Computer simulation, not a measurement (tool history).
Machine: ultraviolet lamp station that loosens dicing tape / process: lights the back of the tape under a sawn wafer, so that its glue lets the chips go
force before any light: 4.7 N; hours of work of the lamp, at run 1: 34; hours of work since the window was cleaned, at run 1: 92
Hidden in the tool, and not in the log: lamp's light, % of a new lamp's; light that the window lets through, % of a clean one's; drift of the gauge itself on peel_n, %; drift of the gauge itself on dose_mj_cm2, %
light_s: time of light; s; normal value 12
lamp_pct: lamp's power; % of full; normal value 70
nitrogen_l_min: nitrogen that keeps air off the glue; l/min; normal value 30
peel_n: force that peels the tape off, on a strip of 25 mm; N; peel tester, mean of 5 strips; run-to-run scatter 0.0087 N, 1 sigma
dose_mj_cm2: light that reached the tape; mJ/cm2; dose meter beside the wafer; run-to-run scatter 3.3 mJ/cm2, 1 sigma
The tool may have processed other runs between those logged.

| run | hour | light_s | lamp_pct | nitrogen_l_min | hours of work of the lamp | hours of work since the window was cleaned | peel_n | dose_mj_cm2 |
|---|---|---|---|---|---|---|---|---|
| 1 | 0.0 | 12 | 70 | 30 | 34 | 92 | 0.376 | 499 |
| 2 | 11.0 | 12 | 70 | 30 | 41 | 99 | 0.383 | 502 |
| 3 | 25.0 | 12 | 70 | 30 | 50 | 108 | 0.388 | 497 |
| 4 | 42.0 | 12 | 70 | 30 | 61 | 119 | 0.380 | 506 |
| 5 | 59.2 | 12 | 70 | 30 | 73 | 131 | 0.392 | 505 |
| 6 | 75.1 | 12 | 70 | 15 | 83 | 141 | 0.581 | 495 |
| 7 | 85.6 | 12 | 70 | 15 | 90 | 148 | 0.611 | 498 |
| 8 | 97.3 | 12 | 70 | 15 | 98 | 156 | 0.617 | 489 |
| 9 | 106.8 | 12 | 70 | 15 | 104 | 162 | 0.601 | 490 |
| 10 | 121.1 | 12 | 70 | 15 | 114 | 172 | 0.621 | 489 |
| 11 | 131.5 | 17 | 70 | 53 | 121 | 179 | 0.152 | 685 |
|  | 132.9 | window cleaned of glue's vapour |
| 12 | 148.0 | 8 | 60 | 53 | 132 | 10 | 0.877 | 270 |
| 13 | 163.9 | 7 | 71 | 20 | 142 | 21 | 1.235 | 281 |
| 14 | 177.3 | 12 | 70 | 30 | 151 | 29 | 0.415 | 479 |
| 15 | 198.0 | 8 | 76 | 14 | 165 | 43 | 1.139 | 336 |
|  | 199.9 | window cleaned of glue's vapour, once more |
| 16 | 218.1 | 22 | 99 | 12 | 178 | 12 | 0.118 | 1288 |
| 17 | 238.5 | 12 | 99 | 12 | 191 | 26 | 0.361 | 690 |
| 18 | 248.4 | 12 | 99 | 29 | 198 | 32 | 0.185 | 693 |
| 19 | 266.1 | 23 | 99 | 32 | 210 | 44 | 0.091 | 1332 |

Alternative continuations, all from the tool just after run 19; predict every row:
| A | 284.9 | 10 | 86 | 23 | 222 | 56 | ? | ? |
| B | 284.9 | 6 | 99 | 32 | 222 | 56 | ? | ? |
| C | 284.9 | 7 | 99 | 32 | 222 | 56 | ? | ? |

| run | peel_n | dose_mj_cm2 |
|---|---|---|
| A | 0.458 | 505 |
| B | 0.759 | 347 |
| C | 0.572 | 405 |
Without the tool's unlogged condition, the same runs would have read:
| run | peel_n | dose_mj_cm2 |
|---|---|---|
| A | 0.403 | 537 |
| B | 0.680 | 370 |
| C | 0.506 | 431 |
